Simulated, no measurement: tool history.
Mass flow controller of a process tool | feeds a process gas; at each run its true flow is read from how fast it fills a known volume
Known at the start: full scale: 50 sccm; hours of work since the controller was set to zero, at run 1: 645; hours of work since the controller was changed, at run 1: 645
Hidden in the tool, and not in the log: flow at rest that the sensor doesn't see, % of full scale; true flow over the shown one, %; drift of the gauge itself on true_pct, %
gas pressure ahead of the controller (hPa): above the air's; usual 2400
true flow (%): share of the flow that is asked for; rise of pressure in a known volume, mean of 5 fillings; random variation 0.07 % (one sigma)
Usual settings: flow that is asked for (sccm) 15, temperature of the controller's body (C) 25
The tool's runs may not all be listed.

| run | hour | flow that is asked for (sccm) | gas pressure ahead of the controller (hPa) | temperature of the controller's body (C) | hours of work since the controller was set to zero | hours of work since the controller was changed | true flow (%) |
|---|---|---|---|---|---|---|---|
| 1 | 0.0 | 15 | 2400 | 25 | 645 | 645 | 98.21 |
| 2 | 38.0 | 15 | 2400 | 25 | 660 | 660 | 98.09 |
| 3 | 104.7 | 15 | 1530 | 25 | 685 | 685 | 98.15 |
| 4 | 155.2 | 15 | 2610 | 25 | 704 | 704 | 97.60 |
| 5 | 225.3 | 8 | 2400 | 25 | 731 | 731 | 97.32 |
| 6 | 281.7 | 8 | 2400 | 40 | 753 | 753 | 98.92 |
| 7 | 336.0 | 8 | 2400 | 40 | 773 | 773 | 98.87 |
| 8 | 406.2 | 8 | 2400 | 40 | 800 | 800 | 98.63 |
| 9 | 448.6 | 6 | 2400 | 40 | 816 | 816 | 98.47 |
| 10 | 503.9 | 9 | 2400 | 25 | 837 | 837 | 96.82 |
| 11 | 555.2 | 9 | 2400 | 25 | 857 | 857 | 96.78 |
| 12 | 593.5 | 15 | 2390 | 25 | 872 | 872 | 96.82 |
| 13 | 671.3 | 15 | 1600 | 25 | 901 | 901 | 97.08 |
| 14 | 732.3 | 15 | 1600 | 25 | 925 | 925 | 96.92 |
| 15 | 787.8 | 15 | 2400 | 24 | 946 | 946 | 96.46 |
| 16 | 866.2 | 15 | 2400 | 24 | 976 | 976 | 96.30 |
|  | 901.1 | gauge calibrated |
| 17 | 940.0 | 15 | 2400 | 24 | 1004 | 1004 | 97.95 |
| 18 | 982.0 | 15 | 2400 | 24 | 1020 | 1020 | 97.88 |
| 19 | 1042.6 | 11 | 2400 | 25 | 1043 | 1043 | 97.51 |
| 20 | 1124.7 | 11 | 2400 | 25 | 1074 | 1074 | 97.51 |
| 21 | 1193.6 | 11 | 2400 | 25 | 1101 | 1101 | 97.42 |
| 22 | 1247.2 | 11 | 2400 | 25 | 1121 | 1121 | 97.17 |
| 23 | 1318.9 | 11 | 2400 | 25 | 1148 | 1148 | 96.97 |
| 24 | 1378.7 | 15 | 2670 | 25 | 1171 | 1171 | 97.14 |
| 25 | 1455.7 | 15 | 2670 | 25 | 1201 | 1201 | 96.82 |
| 26 | 1496.9 | 33 | 2410 | 26 | 1216 | 1216 | 98.03 |
| 27 | 1544.0 | 15 | 1540 | 32 | 1234 | 1234 | 97.90 |
| 28 | 1588.2 | 20 | 1610 | 24 | 1251 | 1251 | 97.18 |
| 29 | 1669.9 | 15 | 1930 | 25 | 1282 | 1282 | 96.74 |
|  | 1718.8 | gauge calibrated |
| 30 | 1728.4 | 20 | 1570 | 24 | 1305 | 1305 | 98.41 |
| 31 | 1767.4 | 19 | 1990 | 27 | 1320 | 1320 | 98.45 |
| 32 | 1832.6 | 18 | 2190 | 27 | 1344 | 1344 | 98.29 |
| 33 | 1883.1 | 32 | 2700 | 25 | 1364 | 1364 | 98.54 |
| 34 | 1921.8 | 16 | 1700 | 37 | 1379 | 1379 | 99.29 |
| 35 | 1969.7 | 29 | 2400 | 31 | 1397 | 1397 | 98.98 |
| 36 | 2053.9 | 29 | 2400 | 31 | 1429 | 1429 | 98.93 |
| 37 | 2119.7 | 29 | 2400 | 31 | 1454 | 1454 | 98.80 |
| 38 | 2202.6 | 48 | 1690 | 30 | 1486 | 1486 | 99.59 |
| 39 | 2269.8 | 48 | 1690 | 30 | 1511 | 1511 | 99.54 |
| 40 | 2333.3 | 10 | 1920 | 22 | 1536 | 1536 | 96.44 |
| 41 | 2384.3 | 42 | 1920 | 20 | 1555 | 1555 | 97.75 |
| 42 | 2428.4 | 41 | 2710 | 21 | 1572 | 1572 | 97.55 |
| 43 | 2471.1 | 8 | 1480 | 21 | 1588 | 1588 | 96.17 |
| 44 | 2541.1 | 9 | 2360 | 25 | 1615 | 1615 | 96.25 |
| 45 | 2600.1 | 17 | 2230 | 28 | 1637 | 1637 | 96.92 |
| 46 | 2643.4 | 15 | 1630 | 40 | 1654 | 1654 | 98.29 |
| 47 | 2720.6 | 14 | 2690 | 39 | 1683 | 1683 | 97.55 |

5 ways to go on from here, each from the tool as it stands after run 47. What would each give?
|  | 2763.5 | gauge calibrated |
| A | 2793.2 | 31 | 2000 | 35 | 1711 | 1711 | ? |
|  | 2763.5 | gauge calibrated |
| B | 2793.2 | 26 | 2800 | 23 | 1711 | 1711 | ? |
|  | 2763.5 | gauge calibrated |
| C | 2793.2 | 16 | 2360 | 20 | 1711 | 1711 | ? |
|  | 2763.5 | gauge calibrated |
| D | 2793.2 | 15 | 1650 | 24 | 1711 | 1711 | ? |
|  | 2763.5 | gauge calibrated |
| E | 2793.2 | 14 | 2270 | 23 | 1711 | 1711 | ? |

| run | true flow (%) |
|---|---|
| A | 100.04 |
| B | 98.22 |
| C | 97.44 |
| D | 98.21 |
| E | 97.66 |
Without the tool's hidden state the same runs would have given:
| run | true flow (%) |
|---|---|
| A | 100.11 |
| B | 98.29 |
| C | 97.51 |
| D | 98.28 |
| E | 97.73 |
